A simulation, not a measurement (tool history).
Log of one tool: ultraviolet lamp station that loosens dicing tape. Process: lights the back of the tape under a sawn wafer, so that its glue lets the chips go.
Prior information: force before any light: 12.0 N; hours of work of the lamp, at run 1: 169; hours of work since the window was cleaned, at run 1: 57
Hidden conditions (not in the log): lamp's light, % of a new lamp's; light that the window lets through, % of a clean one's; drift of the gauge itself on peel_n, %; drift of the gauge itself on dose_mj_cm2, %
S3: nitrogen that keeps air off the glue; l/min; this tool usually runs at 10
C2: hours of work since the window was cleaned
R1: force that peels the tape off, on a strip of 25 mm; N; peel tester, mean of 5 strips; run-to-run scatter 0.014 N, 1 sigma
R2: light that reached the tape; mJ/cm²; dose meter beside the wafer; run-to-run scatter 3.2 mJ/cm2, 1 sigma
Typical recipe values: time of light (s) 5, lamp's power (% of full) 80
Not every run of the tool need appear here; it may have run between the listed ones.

{"run": 1, "hour": 0.0, "time of light (s)": 5, "lamp's power (% of full)": 80, "S3": 10, "hours of work of the lamp": 169, "C2": 57, "R1": 0.66, "R2": 501}
{"run": 2, "hour": 15.1, "time of light (s)": 5, "lamp's power (% of full)": 80, "S3": 10, "hours of work of the lamp": 179, "C2": 67, "R1": 0.645, "R2": 501}
{"run": 3, "hour": 34.0, "time of light (s)": 5, "lamp's power (% of full)": 80, "S3": 10, "hours of work of the lamp": 190, "C2": 79, "R1": 0.695, "R2": 501}
{"run": 4, "hour": 46.9, "time of light (s)": 5, "lamp's power (% of full)": 80, "S3": 10, "hours of work of the lamp": 199, "C2": 87, "R1": 0.687, "R2": 499}
{"run": 5, "hour": 67.2, "time of light (s)": 5, "lamp's power (% of full)": 80, "S3": 3, "hours of work of the lamp": 211, "C2": 99, "R1": 1.848, "R2": 502}
{"run": 6, "hour": 84.0, "time of light (s)": 5, "lamp's power (% of full)": 80, "S3": 3, "hours of work of the lamp": 222, "C2": 110, "R1": 1.855, "R2": 498}
{"run": 7, "hour": 98.9, "time of light (s)": 3, "lamp's power (% of full)": 80, "S3": 10, "hours of work of the lamp": 231, "C2": 119, "R1": 1.942, "R2": 299}
{"run": 8, "hour": 120.0, "time of light (s)": 3, "lamp's power (% of full)": 80, "S3": 5, "hours of work of the lamp": 245, "C2": 133, "R1": 2.925, "R2": 299}
{"run": 9, "hour": 131.0, "time of light (s)": 3, "lamp's power (% of full)": 80, "S3": 5, "hours of work of the lamp": 251, "C2": 139, "R1": 2.854, "R2": 297}
{"run": 10, "hour": 151.3, "time of light (s)": 5, "lamp's power (% of full)": 80, "S3": 10, "hours of work of the lamp": 264, "C2": 152, "R1": 0.698, "R2": 500}
{"run": 11, "hour": 171.0, "time of light (s)": 5, "lamp's power (% of full)": 80, "S3": 10, "hours of work of the lamp": 277, "C2": 165, "R1": 0.639, "R2": 494}
{"run": 12, "hour": 186.6, "time of light (s)": 3, "lamp's power (% of full)": 65, "S3": 3, "hours of work of the lamp": 286, "C2": 174, "R1": 4.884, "R2": 243}
{"run": 13, "hour": 205.4, "time of light (s)": 3, "lamp's power (% of full)": 65, "S3": 3, "hours of work of the lamp": 298, "C2": 186, "R1": 4.726, "R2": 244}
{"run": 14, "hour": 218.4, "time of light (s)": 3, "lamp's power (% of full)": 66, "S3": 12, "hours of work of the lamp": 306, "C2": 194, "R1": 2.402, "R2": 250}
{"run": 15, "hour": 231.7, "time of light (s)": 6, "lamp's power (% of full)": 66, "S3": 9, "hours of work of the lamp": 315, "C2": 203, "R1": 0.766, "R2": 493}
{"run": 16, "hour": 243.2, "time of light (s)": 5, "lamp's power (% of full)": 80, "S3": 4, "hours of work of the lamp": 322, "C2": 210, "R1": 1.524, "R2": 504}
{"run": 17, "hour": 253.6, "time of light (s)": 5, "lamp's power (% of full)": 64, "S3": 4, "hours of work of the lamp": 328, "C2": 217, "R1": 2.297, "R2": 399}
{"run": 18, "hour": 267.3, "time of light (s)": 5, "lamp's power (% of full)": 64, "S3": 4, "hours of work of the lamp": 337, "C2": 225, "R1": 2.259, "R2": 402}

For run 19, what comes out?
{"run": 19, "hour": 276.0, "time of light (s)": 4, "lamp's power (% of full)": 97, "S3": 7, "hours of work of the lamp": 343, "C2": 231, "R1": "?", "R2": "?"}

Run 19 produced R1 1.001 N, R2 487 mJ/cm².
Were there no unlogged condition in the tool, this run, its random variation unchanged, would have produced R1 0.998 N, R2 487 mJ/cm².
